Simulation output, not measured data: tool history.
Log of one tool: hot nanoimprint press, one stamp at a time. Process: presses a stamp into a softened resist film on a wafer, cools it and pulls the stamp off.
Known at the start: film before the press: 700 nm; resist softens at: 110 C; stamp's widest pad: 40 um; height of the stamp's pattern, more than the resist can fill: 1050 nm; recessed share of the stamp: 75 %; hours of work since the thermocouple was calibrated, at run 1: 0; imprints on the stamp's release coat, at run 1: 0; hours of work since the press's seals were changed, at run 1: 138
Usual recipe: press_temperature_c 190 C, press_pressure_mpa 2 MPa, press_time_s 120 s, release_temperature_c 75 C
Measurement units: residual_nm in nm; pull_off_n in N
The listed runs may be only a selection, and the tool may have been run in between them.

run,hour,press_temperature_c,press_pressure_mpa,press_time_s,release_temperature_c,hours of work since the thermocouple was calibrated,imprints on the stamp's release coat,hours of work since the press's seals were changed,residual_nm,pull_off_n
1,0,190,2,120,75,0,0,138,298.3,156
2,60.5,190,2,120,75,32,140,170,298.5,160
3,124.6,190,2,120,75,66,289,204,297.3,165
4,211.9,190,2,120,75,112,492,250,297.4,173
# hour 248.2: stamp cleaned and given a new release coat
5,304.6,190,2,120,75,158,131,296,295.4,158
6,368.5,190,2,120,75,192,279,330,295.3,165
7,412.6,190,2,120,75,216,382,353,296.1,169
# hour 495.1: stamp cleaned and given a new release coat
8,495.1,190,2,120,75,256,0,394,295.1,154
9,547.5,190,2,120,75,284,122,421,294.6,157
10,585.2,190,2,120,75,304,210,441,294.7,159
11,626.3,190,1.82,120,75,326,305,463,305.9,165
12,705.2,180,2,120,75,367,488,505,423.3,173
# hour 744.1: stamp cleaned and given a new release coat
# hour 765: press's hydraulic seals changed and the load cell set to zero
13,775.1,189,1.98,120,75,397,53,5,301.4,156
# hour 867.4: plate thermocouple calibrated
14,868.9,196,1.37,75,82,1,264,53,337.1,152
15,909.9,196,1.37,75,82,23,359,75,337.4,153
16,977.3,196,1.37,75,82,58,516,111,335.6,160
# hour 1004.4: stamp cleaned and given a new release coat
17,1059.7,196,1.37,75,82,99,128,151,334.8,146

Predict the results of run 18:
18,1124.6,192,1.94,120,77,133,279,186,?,?

Logged for run 18: residual_nm 276.7 nm, pull_off_n 161 N.
If the tool had no hidden condition, the same run with the same run-to-run variation would have returned residual_nm 280.3 nm, pull_off_n 152 N.
